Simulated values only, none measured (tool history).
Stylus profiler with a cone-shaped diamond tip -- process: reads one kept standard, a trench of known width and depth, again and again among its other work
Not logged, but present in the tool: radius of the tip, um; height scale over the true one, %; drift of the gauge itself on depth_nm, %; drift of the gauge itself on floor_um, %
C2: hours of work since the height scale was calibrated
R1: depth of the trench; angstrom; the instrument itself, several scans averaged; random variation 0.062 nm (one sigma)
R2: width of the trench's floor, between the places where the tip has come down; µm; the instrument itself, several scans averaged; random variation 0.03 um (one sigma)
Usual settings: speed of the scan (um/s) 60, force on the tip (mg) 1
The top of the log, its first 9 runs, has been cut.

{"run": 10, "hour": 144.6, "speed of the scan (um/s)": 60, "force on the tip (mg)": 2.26, "scans with this tip": 13133, "C2": 1917, "R1": 1014.8, "R2": 47.62}
{"run": 11, "hour": 161.2, "speed of the scan (um/s)": 60, "force on the tip (mg)": 1.79, "scans with this tip": 13219, "C2": 1929, "R1": 1014, "R2": 47.69}
{"run": 12, "hour": 172.7, "speed of the scan (um/s)": 20, "force on the tip (mg)": 1, "scans with this tip": 13279, "C2": 1938, "R1": 1010.5, "R2": 47.68}
{"run": 13, "hour": 192.1, "speed of the scan (um/s)": 17, "force on the tip (mg)": 1, "scans with this tip": 13380, "C2": 1953, "R1": 1010.5, "R2": 47.76}
{"run": 14, "hour": 216.5, "speed of the scan (um/s)": 17, "force on the tip (mg)": 1, "scans with this tip": 13506, "C2": 1971, "R1": 1010.5, "R2": 47.71}
{"hour": 218.1, "done": "height scale calibrated on a step standard"}
{"run": 15, "hour": 239.3, "speed of the scan (um/s)": 17, "force on the tip (mg)": 0.54, "scans with this tip": 13622, "C2": 16, "R1": 1012.6, "R2": 47.73}
{"run": 16, "hour": 262.1, "speed of the scan (um/s)": 17, "force on the tip (mg)": 0.54, "scans with this tip": 13740, "C2": 33, "R1": 1011.9, "R2": 47.69}
{"run": 17, "hour": 282.8, "speed of the scan (um/s)": 60, "force on the tip (mg)": 0.96, "scans with this tip": 13848, "C2": 49, "R1": 1014.8, "R2": 47.6}
{"run": 18, "hour": 299.4, "speed of the scan (um/s)": 49, "force on the tip (mg)": 2.69, "scans with this tip": 13934, "C2": 62, "R1": 1019.8, "R2": 47.69}
{"hour": 310.0, "done": "height scale calibrated on a step standard, once more"}
{"run": 19, "hour": 312.4, "speed of the scan (um/s)": 78, "force on the tip (mg)": 0.57, "scans with this tip": 13999, "C2": 2, "R1": 1003.3, "R2": 47.42}
{"run": 20, "hour": 329.2, "speed of the scan (um/s)": 35, "force on the tip (mg)": 1.12, "scans with this tip": 14086, "C2": 15, "R1": 1006.6, "R2": 47.66}
{"run": 21, "hour": 343.6, "speed of the scan (um/s)": 175, "force on the tip (mg)": 2.12, "scans with this tip": 14161, "C2": 25, "R1": 1010, "R2": 47.38}
{"run": 22, "hour": 365.2, "speed of the scan (um/s)": 175, "force on the tip (mg)": 2.12, "scans with this tip": 14273, "C2": 42, "R1": 1010.2, "R2": 47.37}
{"run": 23, "hour": 379.7, "speed of the scan (um/s)": 23, "force on the tip (mg)": 1.48, "scans with this tip": 14348, "C2": 53, "R1": 1007.9, "R2": 47.73}
{"run": 24, "hour": 396.7, "speed of the scan (um/s)": 25, "force on the tip (mg)": 0.52, "scans with this tip": 14437, "C2": 66, "R1": 1004.2, "R2": 47.61}
{"run": 25, "hour": 418.3, "speed of the scan (um/s)": 29, "force on the tip (mg)": 1.86, "scans with this tip": 14549, "C2": 82, "R1": 1009.4, "R2": 47.64}
{"run": 26, "hour": 430.0, "speed of the scan (um/s)": 29, "force on the tip (mg)": 1.86, "scans with this tip": 14610, "C2": 91, "R1": 1009.2, "R2": 47.67}
{"run": 27, "hour": 441.2, "speed of the scan (um/s)": 60, "force on the tip (mg)": 1.56, "scans with this tip": 14668, "C2": 99, "R1": 1008.1, "R2": 47.57}
{"run": 28, "hour": 457.3, "speed of the scan (um/s)": 60, "force on the tip (mg)": 1.56, "scans with this tip": 14751, "C2": 112, "R1": 1008.5, "R2": 47.55}
{"run": 29, "hour": 467.8, "speed of the scan (um/s)": 60, "force on the tip (mg)": 1.56, "scans with this tip": 14806, "C2": 120, "R1": 1007.9, "R2": 47.6}
{"hour": 473.6, "done": "new tip fitted, height scale calibrated"}
{"run": 30, "hour": 489.8, "speed of the scan (um/s)": 60, "force on the tip (mg)": 1.56, "scans with this tip": 84, "C2": 12, "R1": 1008.9, "R2": 48.65}
{"run": 31, "hour": 514.4, "speed of the scan (um/s)": 191, "force on the tip (mg)": 2.26, "scans with this tip": 211, "C2": 31, "R1": 1011.6, "R2": 48.38}
{"run": 32, "hour": 534.3, "speed of the scan (um/s)": 60, "force on the tip (mg)": 1.08, "scans with this tip": 315, "C2": 46, "R1": 1007.9, "R2": 48.53}
{"run": 33, "hour": 559.1, "speed of the scan (um/s)": 223, "force on the tip (mg)": 0.73, "scans with this tip": 444, "C2": 65, "R1": 1005.3, "R2": 48}

Here are 3 independent what-if runs from the current tool condition. What would each one return?
{"run": "A", "hour": 583.6, "speed of the scan (um/s)": 60, "force on the tip (mg)": 0.65, "scans with this tip": 571, "C2": 83, "R1": "?", "R2": "?"}
{"run": "B", "hour": 583.6, "speed of the scan (um/s)": 22, "force on the tip (mg)": 0.5, "scans with this tip": 571, "C2": 83, "R1": "?", "R2": "?"}
{"run": "C", "hour": 583.6, "speed of the scan (um/s)": 22, "force on the tip (mg)": 2.98, "scans with this tip": 571, "C2": 83, "R1": "?", "R2": "?"}

run=A R1=1005.5 R2=48.47
run=B R1=1004.2 R2=48.67
run=C R1=1012.7 R2=48.66
Take away the tool's hidden state, keep each run's random variation, and the runs would have read:
run=A R1=1005.2 R2=48.51
run=B R1=1003.9 R2=48.71
run=C R1=1012.4 R2=48.71

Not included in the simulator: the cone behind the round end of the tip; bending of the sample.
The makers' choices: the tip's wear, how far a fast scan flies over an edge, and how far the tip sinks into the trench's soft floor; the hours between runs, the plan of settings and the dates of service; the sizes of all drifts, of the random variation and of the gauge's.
